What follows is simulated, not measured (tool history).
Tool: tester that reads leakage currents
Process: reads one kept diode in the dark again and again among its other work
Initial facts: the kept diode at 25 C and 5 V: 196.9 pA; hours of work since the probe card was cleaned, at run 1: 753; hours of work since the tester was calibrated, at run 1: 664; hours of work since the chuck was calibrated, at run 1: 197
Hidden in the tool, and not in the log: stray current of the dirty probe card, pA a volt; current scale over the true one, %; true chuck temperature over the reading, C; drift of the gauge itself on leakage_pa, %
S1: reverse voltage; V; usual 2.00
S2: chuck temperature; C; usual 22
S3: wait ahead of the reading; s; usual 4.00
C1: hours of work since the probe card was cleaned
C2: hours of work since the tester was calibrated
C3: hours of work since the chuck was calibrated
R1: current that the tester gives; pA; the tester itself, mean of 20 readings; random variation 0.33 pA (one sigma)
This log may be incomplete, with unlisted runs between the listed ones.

Run 1, hour 0.0: usual settings; C1 753; C2 664; C3 197. Result: R1 109.45 pA.
Run 2, hour 35.2: usual settings; C1 767; C2 679; C3 212. Result: R1 109.08 pA.
Run 3, hour 63.9: usual settings; C1 780; C2 691; C3 224. Result: R1 108.99 pA.
Run 4, hour 103.9: usual settings; C1 796; C2 708; C3 241. Result: R1 108.78 pA.
Run 5, hour 137.2: usual settings; C1 811; C2 722; C3 255. Result: R1 108.99 pA.
Run 6, hour 165.8: usual settings; C1 823; C2 734; C3 267. Result: R1 108.16 pA.
Run 7, hour 192.1: usual settings; C1 834; C2 745; C3 278. Result: R1 108.62 pA.
Run 8, hour 222.6: usual settings but S1 2.04 V, S2 27 C, S3 0.45 s; C1 847; C2 758; C3 291. Result: R1 174.38 pA.
Run 9, hour 245.5: usual settings but S1 2.04 V, S2 27 C, S3 0.45 s; C1 856; C2 768; C3 301. Result: R1 174.30 pA.
Run 10, hour 285.2: usual settings but S1 2.04 V, S2 27 C, S3 0.45 s; C1 873; C2 785; C3 317. Result: R1 174.17 pA.
Run 11, hour 315.8: usual settings but S1 2.04 V, S2 27 C, S3 0.45 s; C1 886; C2 798; C3 330. Result: R1 173.61 pA.
Run 12, hour 338.8: usual settings but S2 56 C, S3 1.02 s; C1 896; C2 807; C3 340. Result: R1 1976.00 pA.
Run 13, hour 367.8: usual settings but S2 36 C; C1 908; C2 820; C3 352. Result: R1 384.84 pA.
Run 14, hour 415.9: usual settings but S2 37 C, S3 0.38 s; C1 928; C2 840; C3 373. Result: R1 418.51 pA.

A few steps of R1 between consecutive runs. Split each: what settings, incoming material and random variation would produce without the hidden state, and what is left over for the hidden state, along with gauge scatter present in only one of the two compared results (measured, and without hidden state):
Run 11 -> 12: S1 2.04 -> 2.00, S2 27 -> 56, S3 0.45 -> 1.02. R1 +1802.39 pA: hidden state -48.99, all else +1851.38.
